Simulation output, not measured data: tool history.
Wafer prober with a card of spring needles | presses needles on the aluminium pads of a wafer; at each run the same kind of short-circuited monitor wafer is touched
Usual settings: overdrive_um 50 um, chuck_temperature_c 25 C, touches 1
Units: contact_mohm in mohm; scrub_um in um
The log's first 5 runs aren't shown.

At day 2.6: tips cleaned on abrasive film.
At day 3.062: tips cleaned on abrasive film.
Run 6, day 3.288: usual settings. Result: contact_mohm 366 mohm, scrub_um 8.32 um.
At day 3.504: tips cleaned on abrasive film.
At day 3.962: tips cleaned on abrasive film.
Run 7, day 4.192: usual settings. Result: contact_mohm 358 mohm, scrub_um 8.33 um.
At day 4.421: tips cleaned on abrasive film.
At day 4.912: tips cleaned on abrasive film.
Run 8, day 5.121: usual settings. Result: contact_mohm 360 mohm, scrub_um 8.32 um.
At day 5.342: tips cleaned on abrasive film.
At day 5.779: tips cleaned on abrasive film.
Run 9, day 6.092: usual settings but touches 3. Result: contact_mohm 296 mohm, scrub_um 8.23 um.
At day 6.217: tips cleaned on abrasive film.
Run 10, day 6.508: usual settings but chuck_temperature_c 106 C, touches 3. Result: contact_mohm 311 mohm, scrub_um 8.29 um.
At day 6.662: tips cleaned on abrasive film.
At day 7.146: tips cleaned on abrasive film.
Run 11, day 7.162: usual settings but overdrive_um 43 um. Result: contact_mohm 284 mohm, scrub_um 7.02 um.
At day 7.525: height of the first contact set anew.
At day 7.654: tips cleaned on abrasive film.
Run 12, day 7.858: usual settings. Result: contact_mohm 341 mohm, scrub_um 8.45 um.
At day 8.1: tips cleaned on abrasive film.
At day 8.533: tips cleaned on abrasive film.
Run 13, day 8.629: usual settings. Result: contact_mohm 320 mohm, scrub_um 8.53 um.
At day 9.033: tips cleaned on abrasive film.
Run 14, day 9.05: usual settings but touches 3. Result: contact_mohm 252 mohm, scrub_um 8.37 um.
At day 9.471: tips cleaned on abrasive film.
Run 15, day 9.862: usual settings but touches 3. Result: contact_mohm 294 mohm, scrub_um 8.42 um.
At day 9.938: tips cleaned on abrasive film.
At day 10.45: tips cleaned on abrasive film.
Run 16, day 10.804: usual settings but overdrive_um 54 um, chuck_temperature_c 36 C. Result: contact_mohm 378 mohm, scrub_um 9.05 um.
At day 10.888: tips cleaned on abrasive film.
At day 11.346: tips cleaned on abrasive film.
Run 17, day 11.479: usual settings but overdrive_um 32 um, chuck_temperature_c 121 C. Result: contact_mohm 433 mohm, scrub_um 5.36 um.
At day 11.8: tips cleaned on abrasive film.
Run 18, day 12.088: usual settings but chuck_temperature_c 57 C, touches 2. Result: contact_mohm 319 mohm, scrub_um 8.4 um.
At day 12.308: tips cleaned on abrasive film.
At day 12.796: tips cleaned on abrasive film.
Run 19, day 13.075: usual settings but overdrive_um 37 um. Result: contact_mohm 475 mohm, scrub_um 6.19 um.
At day 13.238: tips cleaned on abrasive film.
At day 13.671: tips cleaned on abrasive film.
Run 20, day 13.908: usual settings but overdrive_um 37 um. Result: contact_mohm 457 mohm, scrub_um 6.21 um.
At day 14.167: tips cleaned on abrasive film.
At day 14.654: tips cleaned on abrasive film.
Run 21, day 14.75: usual settings but overdrive_um 61 um, chuck_temperature_c 35 C, touches 2. Result: contact_mohm 274 mohm, scrub_um 10.21 um.
At day 15.117: tips cleaned on abrasive film.
At day 15.608: tips cleaned on abrasive film.
Run 22, day 15.662: usual settings but overdrive_um 60 um, chuck_temperature_c 35 C. Result: contact_mohm 274 mohm, scrub_um 10.15 um.
At day 16.067: tips cleaned on abrasive film.
Run 23, day 16.067: usual settings but overdrive_um 67 um, chuck_temperature_c 89 C. Result: contact_mohm 261 mohm, scrub_um 11.15 um.
At day 16.504: tips cleaned on abrasive film.
Run 24, day 16.879: usual settings but overdrive_um 67 um, chuck_temperature_c 89 C. Result: contact_mohm 336 mohm, scrub_um 11.24 um.
At day 16.938: tips cleaned on abrasive film.
At day 17.379: tips cleaned on abrasive film.
Run 25, day 17.679: usual settings but overdrive_um 67 um, chuck_temperature_c 89 C. Result: contact_mohm 330 mohm, scrub_um 11.22 um.
At day 17.833: tips cleaned on abrasive film.
At day 18.275: tips cleaned on abrasive film.
Run 26, day 18.275: usual settings but overdrive_um 62 um, chuck_temperature_c 75 C, touches 2. Result: contact_mohm 256 mohm, scrub_um 10.3 um.

Run 27 comes next. What will it give?
At day 18.725: tips cleaned on abrasive film.
At day 19.2: tips cleaned on abrasive film.
Run 27, day 19.258: usual settings but chuck_temperature_c 107 C. Result: contact_mohm ?, scrub_um ?.

{"run 27": {"contact_mohm": 314, "scrub_um": 8.25}}
Without the tool's hidden state the same run would have given contact_mohm 261 mohm, scrub_um 8.5 um.

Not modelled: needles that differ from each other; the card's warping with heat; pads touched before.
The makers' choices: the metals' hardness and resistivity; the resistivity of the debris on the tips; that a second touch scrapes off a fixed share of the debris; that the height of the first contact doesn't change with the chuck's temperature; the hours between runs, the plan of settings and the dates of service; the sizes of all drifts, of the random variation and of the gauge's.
